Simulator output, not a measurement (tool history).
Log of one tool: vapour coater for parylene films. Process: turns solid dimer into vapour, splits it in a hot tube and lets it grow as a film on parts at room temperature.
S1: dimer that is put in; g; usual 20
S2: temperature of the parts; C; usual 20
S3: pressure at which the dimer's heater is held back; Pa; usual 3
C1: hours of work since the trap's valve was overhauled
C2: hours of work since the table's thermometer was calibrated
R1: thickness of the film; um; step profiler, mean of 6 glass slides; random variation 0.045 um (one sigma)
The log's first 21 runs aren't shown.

run 22 day=24.204 | S1=12 S2=17 S3=2.9 | C1=452 C2=220 | R1=3.61
-- day=25.879 trap's valve overhauled
run 23 day=26.046 | S1=12 S2=17 S3=2.9 | C1=2 C2=244 | R1=3.62
run 24 day=27.579 | S1=19 S2=29 S3=3.08 | C1=24 C2=265 | R1=3.18
run 25 day=29.308 | S1=19 S2=20 S3=3.08 | C1=48 C2=289 | R1=4.98
run 26 day=30.479 | S1=33 S2=23 S3=5.26 | C1=64 C2=306 | R1=6.71
run 27 day=31.612 | S1=27 S2=20 S3=3 | C1=80 C2=321 | R1=7.1
run 28 day=32.438 | S1=20 S2=20 S3=3.25 | C1=92 C2=333 | R1=5.23
run 29 day=34.142 | S1=20 S2=20 S3=3.25 | C1=116 C2=357 | R1=5.13
run 30 day=35.033 | S1=20 S2=20 S3=3.25 | C1=128 C2=369 | R1=5.13
run 31 day=36.796 | S1=26 S2=28 S3=11.86 | C1=153 C2=394 | R1=3.55
run 32 day=38.512 | S1=26 S2=31 S3=2.96 | C1=177 C2=418 | R1=4.1
run 33 day=39.929 | S1=26 S2=31 S3=2.96 | C1=197 C2=438 | R1=4.1
run 34 day=41.362 | S1=21 S2=21 S3=6.72 | C1=217 C2=458 | R1=4.53
run 35 day=43.075 | S1=11 S2=20 S3=4.63 | C1=241 C2=482 | R1=2.66

Forecast each of these 3 alternatives for the next run:
run A day=44.083 | S1=9 S2=20 S3=5.96 | C1=255 C2=496 | R1=?
run B day=44.083 | S1=8 S2=15 S3=3 | C1=255 C2=496 | R1=?
run C day=44.083 | S1=11 S2=20 S3=3.29 | C1=255 C2=496 | R1=?

run=A R1=2.05
run=B R1=2.66
run=C R1=2.81
Without the tool's hidden state the same runs would have given:
run=A R1=2.05
run=B R1=2.66
run=C R1=2.81
